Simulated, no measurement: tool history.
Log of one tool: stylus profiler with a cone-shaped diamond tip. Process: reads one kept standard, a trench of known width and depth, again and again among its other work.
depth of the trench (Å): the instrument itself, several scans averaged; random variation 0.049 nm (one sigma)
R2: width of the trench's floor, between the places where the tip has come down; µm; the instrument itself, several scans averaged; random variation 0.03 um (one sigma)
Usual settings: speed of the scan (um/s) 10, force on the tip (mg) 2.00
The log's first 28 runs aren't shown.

Run 29, hour 2896.5: usual settings but force on the tip (mg) 1.93. Result: depth of the trench (Å) 2017.0, R2 97.41 µm.
Run 30, hour 2993.9: usual settings but force on the tip (mg) 1.93. Result: depth of the trench (Å) 2018.0, R2 97.50 µm.
Run 31, hour 3053.4: usual settings but speed of the scan (um/s) 36, force on the tip (mg) 4.68. Result: depth of the trench (Å) 2028.4, R2 97.35 µm.
Run 32, hour 3174.0: usual settings but speed of the scan (um/s) 36, force on the tip (mg) 4.68. Result: depth of the trench (Å) 2030.0, R2 97.37 µm.
Run 33, hour 3299.4: usual settings but speed of the scan (um/s) 12, force on the tip (mg) 1.57. Result: depth of the trench (Å) 2016.4, R2 97.41 µm.
Run 34, hour 3371.5: usual settings but speed of the scan (um/s) 12, force on the tip (mg) 1.57. Result: depth of the trench (Å) 2017.8, R2 97.42 µm.
Run 35, hour 3500.6: usual settings but speed of the scan (um/s) 12, force on the tip (mg) 1.57. Result: depth of the trench (Å) 2017.0, R2 97.36 µm.
Run 36, hour 3579.3: usual settings but speed of the scan (um/s) 2, force on the tip (mg) 1.89. Result: depth of the trench (Å) 2019.3, R2 97.38 µm.
Run 37, hour 3647.7: usual settings but speed of the scan (um/s) 2, force on the tip (mg) 1.89. Result: depth of the trench (Å) 2019.0, R2 97.38 µm.

Run 38 comes next. What will it give?
Run 38, hour 3725.6: usual settings but speed of the scan (um/s) 2, force on the tip (mg) 1.89. Result: depth of the trench (Å) ?, R2 ?.

{"run 38": {"depth of the trench (Å)": 2019.4, "R2": 97.42}}
Without the tool's hidden state the same run would have given depth of the trench (Å) 2014.3, R2 98.06 µm.

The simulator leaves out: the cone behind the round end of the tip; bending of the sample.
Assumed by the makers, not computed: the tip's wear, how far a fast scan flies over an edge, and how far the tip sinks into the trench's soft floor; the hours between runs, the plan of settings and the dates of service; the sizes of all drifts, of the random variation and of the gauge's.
